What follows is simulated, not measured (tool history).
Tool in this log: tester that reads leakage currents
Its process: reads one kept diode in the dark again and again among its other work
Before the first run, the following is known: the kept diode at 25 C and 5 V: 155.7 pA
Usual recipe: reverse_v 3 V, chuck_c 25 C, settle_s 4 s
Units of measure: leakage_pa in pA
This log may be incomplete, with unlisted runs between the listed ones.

run	hour	reverse_v	chuck_c	settle_s	leakage_pa
1	0	3	25	4	143
2	59	3	54	4	1672.52
3	157.5	3	54	4	1671.43
4	255.7	12.38	25	4	242.58
5	376.4	12.38	25	4	246.67
6	478	3	25	4	146.9
7	561.5	3	25	4	148.23
8	662.8	3	48	4	1064.45
9	750	3	48	4	1068.74
10	833.3	3	25	6.93	150.16
11	912.6	3	25	0.57	153.22
12	973.9	3	25	1.47	152.16
# hour 1050.3: chuck's temperature calibrated
13	1052.2	3.58	30	1.47	225.01
14	1170.9	1.06	25	0.8	94.11
15	1268.5	5.45	36	4	445.79
16	1326.2	5.45	25	4	170.75
17	1440.2	4.9	25	0.8	167.32
18	1496.4	4.9	25	0.8	167.94
19	1565.2	1.57	25	0.39	111.99

The next listed run, before its measurement:
20	1651.1	11.5	28	0.39	?

{"run 20": {"leakage_pa": 310.27}}
If the tool had no hidden condition, the same run with the same run-to-run variation would have returned leakage_pa 282.68 pA.
